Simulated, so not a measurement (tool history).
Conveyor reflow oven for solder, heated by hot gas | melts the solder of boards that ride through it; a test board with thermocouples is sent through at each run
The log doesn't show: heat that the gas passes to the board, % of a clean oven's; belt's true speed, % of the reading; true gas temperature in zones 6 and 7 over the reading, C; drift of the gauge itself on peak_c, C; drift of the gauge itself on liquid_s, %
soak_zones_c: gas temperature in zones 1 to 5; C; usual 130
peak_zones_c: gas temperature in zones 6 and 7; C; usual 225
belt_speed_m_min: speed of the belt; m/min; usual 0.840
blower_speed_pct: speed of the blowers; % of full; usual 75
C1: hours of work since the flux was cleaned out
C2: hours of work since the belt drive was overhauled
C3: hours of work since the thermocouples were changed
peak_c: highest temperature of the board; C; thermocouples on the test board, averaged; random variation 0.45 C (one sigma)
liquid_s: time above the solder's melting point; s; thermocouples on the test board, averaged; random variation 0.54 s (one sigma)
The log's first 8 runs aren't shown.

run 9 hour=128.2 | soak_zones_c=130 peak_zones_c=225 belt_speed_m_min=0.866 blower_speed_pct=75 | C1=310 C2=124 C3=147 | peak_c=204.6 liquid_s=30.3
run 10 hour=143.3 | soak_zones_c=130 peak_zones_c=236 belt_speed_m_min=0.840 blower_speed_pct=75 | C1=322 C2=136 C3=159 | peak_c=215.4 liquid_s=39.2
run 11 hour=158.8 | soak_zones_c=130 peak_zones_c=236 belt_speed_m_min=0.840 blower_speed_pct=75 | C1=334 C2=148 C3=171 | peak_c=214.4 liquid_s=39.4
run 12 hour=169.2 | soak_zones_c=130 peak_zones_c=236 belt_speed_m_min=0.840 blower_speed_pct=75 | C1=342 C2=156 C3=179 | peak_c=215.0 liquid_s=38.9
run 13 hour=186.5 | soak_zones_c=130 peak_zones_c=236 belt_speed_m_min=0.840 blower_speed_pct=75 | C1=356 C2=170 C3=193 | peak_c=214.3 liquid_s=38.7
run 14 hour=202.9 | soak_zones_c=130 peak_zones_c=236 belt_speed_m_min=0.840 blower_speed_pct=75 | C1=369 C2=182 C3=206 | peak_c=215.2 liquid_s=39.2
run 15 hour=218.9 | soak_zones_c=130 peak_zones_c=236 belt_speed_m_min=0.840 blower_speed_pct=75 | C1=381 C2=195 C3=218 | peak_c=214.6 liquid_s=38.1
run 16 hour=237.0 | soak_zones_c=130 peak_zones_c=236 belt_speed_m_min=0.840 blower_speed_pct=75 | C1=395 C2=209 C3=232 | peak_c=214.0 liquid_s=38.1
-- hour=251.5 flux residue cleaned out of gas plates and filters
run 17 hour=259.7 | soak_zones_c=119 peak_zones_c=225 belt_speed_m_min=0.840 blower_speed_pct=75 | C1=6 C2=223 C3=246 | peak_c=205.8 liquid_s=30.2
run 18 hour=281.2 | soak_zones_c=130 peak_zones_c=225 belt_speed_m_min=0.696 blower_speed_pct=75 | C1=23 C2=239 C3=263 | peak_c=212.6 liquid_s=47.8
run 19 hour=302.6 | soak_zones_c=128 peak_zones_c=225 belt_speed_m_min=0.728 blower_speed_pct=75 | C1=40 C2=256 C3=279 | peak_c=211.2 liquid_s=44.6
run 20 hour=316.6 | soak_zones_c=143 peak_zones_c=229 belt_speed_m_min=0.728 blower_speed_pct=75 | C1=51 C2=267 C3=290 | peak_c=217.3 liquid_s=51.3
run 21 hour=330.5 | soak_zones_c=130 peak_zones_c=234 belt_speed_m_min=0.840 blower_speed_pct=75 | C1=62 C2=278 C3=301 | peak_c=215.4 liquid_s=38.7
run 22 hour=346.6 | soak_zones_c=130 peak_zones_c=234 belt_speed_m_min=0.840 blower_speed_pct=75 | C1=74 C2=291 C3=314 | peak_c=214.9 liquid_s=40.6
run 23 hour=357.8 | soak_zones_c=141 peak_zones_c=221 belt_speed_m_min=0.891 blower_speed_pct=79 | C1=83 C2=299 C3=323 | peak_c=205.0 liquid_s=31.8
run 24 hour=374.4 | soak_zones_c=141 peak_zones_c=221 belt_speed_m_min=0.983 blower_speed_pct=63 | C1=96 C2=312 C3=336 | peak_c=197.3 liquid_s=22.4
run 25 hour=391.7 | soak_zones_c=126 peak_zones_c=231 belt_speed_m_min=0.950 blower_speed_pct=80 | C1=109 C2=326 C3=349 | peak_c=208.2 liquid_s=30.1
run 26 hour=411.0 | soak_zones_c=119 peak_zones_c=224 belt_speed_m_min=0.670 blower_speed_pct=80 | C1=124 C2=341 C3=364 | peak_c=212.0 liquid_s=46.7
run 27 hour=430.1 | soak_zones_c=119 peak_zones_c=224 belt_speed_m_min=0.670 blower_speed_pct=69 | C1=139 C2=356 C3=379 | peak_c=210.1 liquid_s=43.3
run 28 hour=443.9 | soak_zones_c=119 peak_zones_c=223 belt_speed_m_min=0.801 blower_speed_pct=57 | C1=150 C2=366 C3=390 | peak_c=198.4 liquid_s=24.0
run 29 hour=465.0 | soak_zones_c=119 peak_zones_c=223 belt_speed_m_min=0.801 blower_speed_pct=57 | C1=167 C2=383 C3=406 | peak_c=198.5 liquid_s=24.0
run 30 hour=477.3 | soak_zones_c=119 peak_zones_c=223 belt_speed_m_min=0.801 blower_speed_pct=57 | C1=176 C2=392 C3=416 | peak_c=198.4 liquid_s=23.3

3 ways to go on from here, each from the tool as it stands after run 30. What would each give?
run A hour=486.5 | soak_zones_c=138 peak_zones_c=223 belt_speed_m_min=1.003 blower_speed_pct=57 | C1=183 C2=400 C3=423 | peak_c=? liquid_s=?
run B hour=486.5 | soak_zones_c=119 peak_zones_c=223 belt_speed_m_min=0.892 blower_speed_pct=61 | C1=183 C2=400 C3=423 | peak_c=? liquid_s=?
run C hour=486.5 | soak_zones_c=129 peak_zones_c=223 belt_speed_m_min=0.840 blower_speed_pct=69 | C1=183 C2=400 C3=423 | peak_c=? liquid_s=?

run=A peak_c=193.8 liquid_s=16.8
run=B peak_c=194.8 liquid_s=17.7
run=C peak_c=203.1 liquid_s=29.4
Without the tool's hidden state the same runs would have given:
run=A peak_c=195.6 liquid_s=18.8
run=B peak_c=196.7 liquid_s=19.9
run=C peak_c=204.9 liquid_s=31.2
